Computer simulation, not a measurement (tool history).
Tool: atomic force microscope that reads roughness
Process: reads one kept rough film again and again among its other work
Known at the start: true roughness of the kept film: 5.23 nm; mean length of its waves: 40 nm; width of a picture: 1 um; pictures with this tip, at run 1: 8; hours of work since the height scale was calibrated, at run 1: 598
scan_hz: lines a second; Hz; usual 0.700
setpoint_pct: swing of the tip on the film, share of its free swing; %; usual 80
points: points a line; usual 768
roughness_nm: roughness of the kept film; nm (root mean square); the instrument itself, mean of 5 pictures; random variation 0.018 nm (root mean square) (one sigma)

| run | hour | scan_hz | setpoint_pct | points | pictures with this tip | hours of work since the height scale was calibrated | roughness_nm |
|---|---|---|---|---|---|---|---|
| 1 | 0.0 | 0.700 | 80 | 768 | 8 | 598 | 4.314 |
| 2 | 20.4 | 0.700 | 80 | 768 | 41 | 611 | 4.319 |
| 3 | 41.8 | 0.700 | 80 | 768 | 75 | 625 | 4.346 |
| 4 | 61.4 | 0.700 | 80 | 768 | 106 | 637 | 4.291 |
|  | 68.2 | new tip fitted |
| 5 | 93.4 | 0.700 | 80 | 768 | 40 | 658 | 4.313 |
| 6 | 108.2 | 0.994 | 80 | 768 | 64 | 667 | 4.177 |
| 7 | 122.5 | 0.994 | 80 | 768 | 86 | 676 | 4.178 |
| 8 | 137.4 | 0.700 | 80 | 768 | 110 | 686 | 4.295 |
|  | 141.5 | new tip fitted |
| 9 | 169.1 | 0.700 | 80 | 530 | 44 | 706 | 4.334 |
| 10 | 183.8 | 0.700 | 80 | 530 | 67 | 716 | 4.294 |
| 11 | 209.9 | 0.700 | 80 | 368 | 109 | 733 | 4.288 |
|  | 215.0 | new tip fitted |
| 12 | 235.9 | 0.700 | 80 | 368 | 33 | 749 | 4.268 |
| 13 | 265.3 | 0.700 | 80 | 768 | 80 | 768 | 4.300 |
| 14 | 285.4 | 0.700 | 80 | 413 | 112 | 781 | 4.292 |
|  | 287.6 | new tip fitted |
| 15 | 313.1 | 0.700 | 80 | 563 | 40 | 799 | 4.321 |
| 16 | 337.8 | 2.237 | 80 | 768 | 79 | 815 | 3.736 |
|  | 360.4 | new tip fitted |
| 17 | 369.2 | 2.237 | 80 | 768 | 14 | 835 | 3.756 |
| 18 | 396.5 | 2.237 | 80 | 768 | 57 | 852 | 3.741 |
| 19 | 421.9 | 2.237 | 80 | 768 | 98 | 869 | 3.690 |
|  | 435.1 | new tip fitted |
| 20 | 439.8 | 2.237 | 76 | 768 | 7 | 880 | 3.870 |
| 21 | 453.2 | 2.237 | 76 | 768 | 29 | 888 | 3.876 |
| 22 | 478.7 | 0.897 | 79 | 896 | 69 | 905 | 4.226 |
| 23 | 502.5 | 3.238 | 80 | 768 | 107 | 920 | 3.453 |
|  | 509.4 | new tip fitted |
| 24 | 531.5 | 2.098 | 80 | 768 | 35 | 939 | 3.791 |
| 25 | 550.3 | 2.098 | 80 | 768 | 65 | 951 | 3.778 |
| 26 | 569.4 | 2.098 | 80 | 768 | 96 | 963 | 3.744 |
|  | 582.3 | new tip fitted |
| 27 | 600.0 | 2.098 | 80 | 768 | 29 | 983 | 3.770 |
| 28 | 622.5 | 0.670 | 61 | 467 | 64 | 997 | 4.514 |
| 29 | 651.0 | 0.738 | 79 | 849 | 110 | 1016 | 4.300 |
|  | 656.8 | new tip fitted |
| 30 | 672.6 | 0.738 | 58 | 294 | 25 | 1029 | 4.481 |
| 31 | 704.5 | 0.738 | 58 | 294 | 76 | 1050 | 4.463 |
| 32 | 717.9 | 1.164 | 58 | 598 | 97 | 1058 | 4.457 |
|  | 731.1 | new tip fitted |
| 33 | 737.5 | 1.164 | 58 | 598 | 10 | 1071 | 4.442 |
| 34 | 750.8 | 1.164 | 58 | 598 | 31 | 1079 | 4.473 |
| 35 | 779.1 | 1.164 | 65 | 598 | 76 | 1098 | 4.396 |
|  | 805.0 | new tip fitted |
| 36 | 809.4 | 1.674 | 86 | 436 | 7 | 1117 | 3.722 |

Forecast each of these 4 alternatives for the next run:
| A | 822.4 | 1.674 | 88 | 529 | 28 | 1125 | ? |
| B | 822.4 | 0.620 | 67 | 320 | 28 | 1125 | ? |
| C | 822.4 | 1.633 | 86 | 436 | 28 | 1125 | ? |
| D | 822.4 | 0.602 | 69 | 436 | 28 | 1125 | ? |

| run | roughness_nm |
|---|---|
| A | 3.684 |
| B | 4.489 |
| C | 3.757 |
| D | 4.434 |
Without the tool's hidden state the same runs would have given:
| run | roughness_nm |
|---|---|
| A | 3.687 |
| B | 4.493 |
| C | 3.760 |
| D | 4.438 |
